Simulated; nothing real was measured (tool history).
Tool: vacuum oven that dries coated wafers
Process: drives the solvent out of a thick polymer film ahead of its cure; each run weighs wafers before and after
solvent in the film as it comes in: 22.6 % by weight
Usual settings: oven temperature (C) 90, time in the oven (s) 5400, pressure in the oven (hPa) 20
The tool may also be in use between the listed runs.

run,hour,oven temperature (C),time in the oven (s),pressure in the oven (hPa),solvent left in the film (%)
1,0,90,5400,20,2.49
2,17.3,90,5400,57.5,4.24
3,36.7,90,5400,57.5,4.29
4,58,90,5400,20,2.45
5,68.3,90,5400,20,2.45
6,85.1,90,5400,20,2.41
7,108.6,90,5400,20,2.47
8,119.8,90,5400,20,2.53
9,132.2,90,5400,20,2.43
10,152.7,90,5400,20,2.42
11,171.9,86,5400,20,3.74
12,190,92,5400,20,2
13,209.6,92,5400,20,1.98
14,230.8,92,5400,20,1.87
15,253.4,90,5400,20,2.48
16,270.9,90,5400,20,2.39
17,281.9,90,5400,20,2.4
18,292.9,90,5400,20,2.43
19,304.7,90,5400,20,2.42
20,322.2,90,5400,20,2.42
21,341.8,81,5400,20,5.85
22,365.9,78,9180,43.8,6.03
23,380.2,87,3420,43.8,6.87
24,400.6,102,8640,10.8,0.41
# hour 403.4: vacuum gauge cleaned of residue and calibrated
25,418.6,102,8640,10.8,0.51
26,442.6,89,6000,66,4.74
27,467.6,90,5400,60.1,4.42
28,490.3,76,5400,24.5,8.58
29,504.6,92,9720,61.8,3.12
30,515.2,92,9720,61.8,3.2
# hour 525.9: vacuum gauge cleaned of residue and calibrated, once more
31,536.2,92,9720,61.8,2.98
32,556.6,93,5280,32.1,2.16
33,570.4,90,5280,14.7,2.08
34,591.2,103,5400,20,0.69
35,610.5,85,3240,12.7,6.46
36,634.2,85,3240,12.7,6.49
37,646.9,90,5400,60.6,4.16
38,659.9,98,6360,56,2.15
39,677,84,5340,25.6,4.64

4 ways to go on from here, each from the tool as it stands after run 39. What would each give?
A,697.5,90,3720,20,?
B,697.5,104,7740,60.4,?
C,697.5,103,3840,25.6,?
D,697.5,78,7620,15.2,?

run,solvent left in the film (%)
A,3.82
B,1.78
C,1.01
D,4.74
Without the tool's hidden state the same runs would have given:
run,solvent left in the film (%)
A,4.71
B,1.92
C,1.23
D,5.76

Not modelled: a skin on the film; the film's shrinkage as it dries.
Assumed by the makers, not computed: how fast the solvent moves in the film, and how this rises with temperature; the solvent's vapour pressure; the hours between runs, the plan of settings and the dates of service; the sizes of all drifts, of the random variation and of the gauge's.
